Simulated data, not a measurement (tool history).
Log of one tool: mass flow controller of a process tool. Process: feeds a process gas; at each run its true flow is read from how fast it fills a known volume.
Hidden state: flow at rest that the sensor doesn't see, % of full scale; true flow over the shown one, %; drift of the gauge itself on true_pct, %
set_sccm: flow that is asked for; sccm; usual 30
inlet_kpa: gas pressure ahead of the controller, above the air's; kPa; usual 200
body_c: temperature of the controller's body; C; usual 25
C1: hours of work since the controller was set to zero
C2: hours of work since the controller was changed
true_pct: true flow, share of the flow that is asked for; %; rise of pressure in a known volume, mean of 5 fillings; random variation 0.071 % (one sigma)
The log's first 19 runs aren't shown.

Run 20, hour 1714.7: usual settings but inlet_kpa 202 kPa; C1 3176; C2 3176. Result: true_pct 95.71 %.
Run 21, hour 1809.1: usual settings but body_c 23 C; C1 3244; C2 3244. Result: true_pct 95.43 %.
Run 22, hour 1887.1: usual settings but body_c 23 C; C1 3299; C2 3299. Result: true_pct 95.39 %.
Run 23, hour 2008.9: usual settings but inlet_kpa 160 kPa; C1 3386; C2 3386. Result: true_pct 95.55 %.
Run 24, hour 2116.9: usual settings but inlet_kpa 160 kPa; C1 3463; C2 3463. Result: true_pct 95.52 %.
Run 25, hour 2240.7: usual settings but set_sccm 12 sccm, body_c 29 C; C1 3552; C2 3552. Result: true_pct 91.49 %.
Run 26, hour 2322.7: usual settings but set_sccm 11 sccm, inlet_kpa 238 kPa, body_c 29 C; C1 3610; C2 3610. Result: true_pct 90.56 %.
Run 27, hour 2434.0: usual settings but set_sccm 14 sccm, inlet_kpa 238 kPa, body_c 29 C; C1 3689; C2 3689. Result: true_pct 92.05 %.
Run 28, hour 2496.9: usual settings but set_sccm 22 sccm, inlet_kpa 251 kPa, body_c 36 C; C1 3734; C2 3734. Result: true_pct 94.62 %.
Run 29, hour 2609.0: usual settings but set_sccm 93 sccm, inlet_kpa 186 kPa; C1 3814; C2 3814. Result: true_pct 97.50 %.
Run 30, hour 2668.8: usual settings but set_sccm 28 sccm, inlet_kpa 186 kPa, body_c 26 C; C1 3857; C2 3857. Result: true_pct 94.79 %.
Run 31, hour 2749.7: usual settings but set_sccm 61 sccm; C1 3915; C2 3915. Result: true_pct 96.54 %.
Run 32, hour 2807.4: usual settings but set_sccm 61 sccm, body_c 35 C; C1 3956; C2 3956. Result: true_pct 97.28 %.
Run 33, hour 2888.1: usual settings but set_sccm 17 sccm, inlet_kpa 142 kPa, body_c 33 C; C1 4013; C2 4013. Result: true_pct 92.92 %.
Run 34, hour 2974.5: usual settings but set_sccm 17 sccm, inlet_kpa 142 kPa, body_c 33 C; C1 4075; C2 4075. Result: true_pct 93.02 %.

Run 35 comes next. What will it give?
Run 35, hour 3099.1: usual settings but set_sccm 52 sccm, inlet_kpa 197 kPa; C1 4164; C2 4164. Result: true_pct ?.

Run 35 gave true_pct 96.05 %.
Without the tool's hidden state the same run would have given true_pct 99.59 %.

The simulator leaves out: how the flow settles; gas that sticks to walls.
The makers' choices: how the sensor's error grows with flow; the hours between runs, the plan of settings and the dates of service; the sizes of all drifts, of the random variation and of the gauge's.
